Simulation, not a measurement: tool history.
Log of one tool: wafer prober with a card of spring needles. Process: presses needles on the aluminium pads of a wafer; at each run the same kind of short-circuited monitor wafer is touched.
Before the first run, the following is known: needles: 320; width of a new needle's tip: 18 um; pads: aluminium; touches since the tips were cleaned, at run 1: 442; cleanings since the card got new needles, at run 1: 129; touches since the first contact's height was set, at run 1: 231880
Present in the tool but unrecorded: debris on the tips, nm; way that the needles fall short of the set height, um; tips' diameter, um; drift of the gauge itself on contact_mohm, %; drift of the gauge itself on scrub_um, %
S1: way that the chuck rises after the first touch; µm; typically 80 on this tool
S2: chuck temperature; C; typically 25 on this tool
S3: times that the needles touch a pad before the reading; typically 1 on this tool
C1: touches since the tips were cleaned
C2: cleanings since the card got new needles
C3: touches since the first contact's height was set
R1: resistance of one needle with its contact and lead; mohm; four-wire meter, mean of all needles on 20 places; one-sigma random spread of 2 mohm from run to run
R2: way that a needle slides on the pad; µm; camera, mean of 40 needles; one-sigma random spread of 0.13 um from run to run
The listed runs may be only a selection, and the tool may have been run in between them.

Run 1, day 0: usual settings; C1 442; C2 129; C3 231880. Result: R1 270 mohm, R2 17.83 µm.
At day 0.129: height of the first contact set anew.
At day 0.254: tips cleaned on abrasive film.
At day 0.496: tips cleaned on abrasive film.
At day 0.796: tips cleaned on abrasive film.
At day 1.096: tips cleaned on abrasive film.
At day 1.396: tips cleaned on abrasive film.
Run 2, day 1.5: usual settings; C1 1334; C2 134; C3 17754. Result: R1 308 mohm, R2 19.22 µm.
At day 1.679: tips cleaned on abrasive film.
At day 1.921: tips cleaned on abrasive film.
At day 2.221: tips cleaned on abrasive film.
At day 2.521: tips cleaned on abrasive film.
At day 2.762: tips cleaned on abrasive film.
Run 3, day 2.979: usual settings but S3 3; C1 2836; C2 139; C3 37010. Result: R1 274 mohm, R2 19 µm.
At day 3.042: tips cleaned on abrasive film.
At day 3.283: tips cleaned on abrasive film.
At day 3.583: tips cleaned on abrasive film.
At day 3.883: tips cleaned on abrasive film.
At day 4.125: tips cleaned on abrasive film.
At day 4.367: tips cleaned on abrasive film.
Run 4, day 4.388: usual settings but S3 3; C1 254; C2 145; C3 55247. Result: R1 232 mohm, R2 18.97 µm.
At day 4.629: tips cleaned on abrasive film.
At day 4.929: tips cleaned on abrasive film.
At day 5.171: tips cleaned on abrasive film.
At day 5.412: tips cleaned on abrasive film, once more.
Run 5, day 5.612: usual settings but S3 3; C1 2637; C2 149; C3 71176. Result: R1 274 mohm, R2 18.92 µm.
At day 5.675: tips cleaned on abrasive film.
At day 5.917: tips cleaned on abrasive film.
At day 6.217: tips cleaned on abrasive film.
At day 6.508: tips cleaned on abrasive film.
Run 6, day 6.508: usual settings but S2 40 C, S3 3; C1 0; C2 153; C3 82803. Result: R1 231 mohm, R2 18.78 µm.
At day 6.812: tips cleaned on abrasive film.
At day 7.112: tips cleaned on abrasive film.
Run 7, day 7.342: usual settings; C1 3036; C2 155; C3 93658. Result: R1 371 mohm, R2 18.7 µm.
At day 7.404: tips cleaned on abrasive film.
At day 7.704: tips cleaned on abrasive film.
At day 8.004: tips cleaned on abrasive film.
Run 8, day 8.042: usual settings; C1 483; C2 158; C3 102741. Result: R1 277 mohm, R2 18.81 µm.
At day 8.283: tips cleaned on abrasive film.
At day 8.525: tips cleaned on abrasive film.
At day 8.825: tips cleaned on abrasive film.
Run 9, day 8.962: usual settings; C1 1802; C2 161; C3 114707. Result: R1 352 mohm, R2 18.37 µm.
At day 9.083: tips cleaned on abrasive film.
At day 9.325: tips cleaned on abrasive film.
At day 9.629: tips cleaned on abrasive film.
Run 10, day 9.842: usual settings; C1 2838; C2 164; C3 126145. Result: R1 382 mohm, R2 18.58 µm.
At day 9.904: tips cleaned on abrasive film.
At day 10.146: tips cleaned on abrasive film.
At day 10.446: tips cleaned on abrasive film.
Run 11, day 10.533: usual settings; C1 1134; C2 167; C3 135099. Result: R1 314 mohm, R2 18.51 µm.
At day 10.717: tips cleaned on abrasive film.
At day 10.958: tips cleaned on abrasive film.
At day 11.258: tips cleaned on abrasive film.
At day 11.5: tips cleaned on abrasive film.
Run 12, day 11.675: usual settings; C1 2310; C2 171; C3 149920. Result: R1 373 mohm, R2 18.79 µm.
At day 11.796: tips cleaned on abrasive film.
At day 12.096: tips cleaned on abrasive film.
At day 12.338: tips cleaned on abrasive film.
At day 12.642: tips cleaned on abrasive film.
Run 13, day 12.817: usual settings; C1 2339; C2 175; C3 164769. Result: R1 366 mohm, R2 18.21 µm.
At day 12.942: tips cleaned on abrasive film.
At day 13.179: tips cleaned on abrasive film.
At day 13.421: tips cleaned on abrasive film.
Run 14, day 13.488: usual settings but S1 73 µm, S3 2; C1 863; C2 178; C3 173451. Result: R1 291 mohm, R2 16.5 µm.
At day 13.671: tips cleaned on abrasive film.
At day 13.912: tips cleaned on abrasive film.
At day 14.212: tips cleaned on abrasive film.
At day 14.454: tips cleaned on abrasive film.
Run 15, day 14.683: usual settings but S1 73 µm, S2 33 C, S3 2; C1 3035; C2 182; C3 189002. Result: R1 348 mohm, R2 16.72 µm.
At day 14.746: tips cleaned on abrasive film.
At day 15.046: tips cleaned on abrasive film.
At day 15.35: tips cleaned on abrasive film.
At day 15.592: tips cleaned on abrasive film.
At day 15.829: tips cleaned on abrasive film.
At day 16.079: tips cleaned on abrasive film.
Run 16, day 16.079: usual settings but S1 61 µm, S2 57 C, S3 2; C1 0; C2 188; C3 207097. Result: R1 251 mohm, R2 13.46 µm.
At day 16.383: tips cleaned on abrasive film.
At day 16.621: tips cleaned on abrasive film.
At day 16.925: tips cleaned on abrasive film.
Run 17, day 16.967: usual settings but S1 90 µm, S2 47 C, S3 2; C1 554; C2 191; C3 218597. Result: R1 257 mohm, R2 20.56 µm.
At day 17.208: tips cleaned on abrasive film.
At day 17.508: tips cleaned on abrasive film.
At day 17.808: tips cleaned on abrasive film.
At day 18.108: tips cleaned on abrasive film.
At day 18.121: height of the first contact set anew.
Run 18, day 18.238: usual settings but S1 90 µm, S2 47 C, S3 2; C1 1508; C2 195; C3 1508. Result: R1 276 mohm, R2 21.74 µm.
At day 18.417: tips cleaned on abrasive film.
At day 18.717: tips cleaned on abrasive film.
At day 19.017: tips cleaned on abrasive film.
At day 19.258: tips cleaned on abrasive film.
Run 19, day 19.354: usual settings but S1 71 µm, S2 47 C, S3 2; C1 1237; C2 199; C3 16038. Result: R1 299 mohm, R2 16.79 µm.
At day 19.538: tips cleaned on abrasive film.
At day 19.838: tips cleaned on abrasive film.
At day 20.138: tips cleaned on abrasive film.
Run 20, day 20.3: usual settings but S1 71 µm, S2 70 C, S3 3; C1 2127; C2 202; C3 28330. Result: R1 300 mohm, R2 17.15 µm.
At day 20.421: tips cleaned on abrasive film.
At day 20.721: tips cleaned on abrasive film.
At day 21.021: tips cleaned on abrasive film.
At day 21.325: tips cleaned on abrasive film.
At day 21.562: tips cleaned on abrasive film.
Run 21, day 21.633: usual settings but S1 99 µm, S2 52 C, S3 3; C1 926; C2 207; C3 45676. Result: R1 246 mohm, R2 23.57 µm.
At day 21.817: tips cleaned on abrasive film.
At day 22.058: tips cleaned on abrasive film.
At day 22.3: tips cleaned on abrasive film.
At day 22.542: tips cleaned on abrasive film.
At day 22.8: tips cleaned on abrasive film.
Run 22, day 22.8: usual settings but S1 98 µm, S2 83 C; C1 0; C2 212; C3 60784. Result: R1 243 mohm, R2 23.42 µm.
At day 23.042: tips cleaned on abrasive film.
At day 23.283: tips cleaned on abrasive film.
At day 23.525: tips cleaned on abrasive film.
At day 23.825: tips cleaned on abrasive film.
At day 24.083: tips cleaned on abrasive film.
Run 23, day 24.083: usual settings but S1 98 µm, S2 83 C; C1 0; C2 217; C3 77412. Result: R1 248 mohm, R2 23.61 µm.
At day 24.383: tips cleaned on abrasive film.
At day 24.683: tips cleaned on abrasive film.
At day 24.925: tips cleaned on abrasive film.
Run 24, day 25.158: usual settings but S1 98 µm, S2 83 C; C1 3052; C2 220; C3 91407. Result: R1 339 mohm, R2 23.1 µm.
At day 25.221: tips cleaned on abrasive film.
At day 25.521: tips cleaned on abrasive film.
At day 25.762: tips cleaned on abrasive film.
At day 26.062: tips cleaned on abrasive film.
Run 25, day 26.121: usual settings but S1 98 µm, S2 83 C; C1 763; C2 224; C3 103899. Result: R1 282 mohm, R2 23.02 µm.

Predict each of these 3 candidate next runs independently; none follows another, all start after run 25:
At day 26.362: tips cleaned on abrasive film.
At day 26.604: tips cleaned on abrasive film.
At day 26.904: tips cleaned on abrasive film.
At day 27.204: tips cleaned on abrasive film.
At day 27.504: tips cleaned on abrasive film.
Run A, day 27.504: usual settings but S1 68 µm, S2 28 C; C1 16; C2 229; C3 121900. Result: R1 ?, R2 ?.
At day 26.362: tips cleaned on abrasive film.
At day 26.604: tips cleaned on abrasive film.
At day 26.904: tips cleaned on abrasive film.
At day 27.204: tips cleaned on abrasive film.
At day 27.504: tips cleaned on abrasive film.
Run B, day 27.504: usual settings but S1 67 µm; C1 16; C2 229; C3 121900. Result: R1 ?, R2 ?.
At day 26.362: tips cleaned on abrasive film.
At day 26.604: tips cleaned on abrasive film.
At day 26.904: tips cleaned on abrasive film.
At day 27.204: tips cleaned on abrasive film.
At day 27.504: tips cleaned on abrasive film.
Run C, day 27.504: usual settings but S1 100 µm, S2 83 C, S3 3; C1 16; C2 229; C3 121900. Result: R1 ?, R2 ?.

run   R1     R2
  A  260  15.92
  B  260  15.45
  C  243  23.47
Without the tool's hidden state the same runs would have given:
run   R1     R2
  A  224   16.6
  B  223  16.13
  C  233  24.14
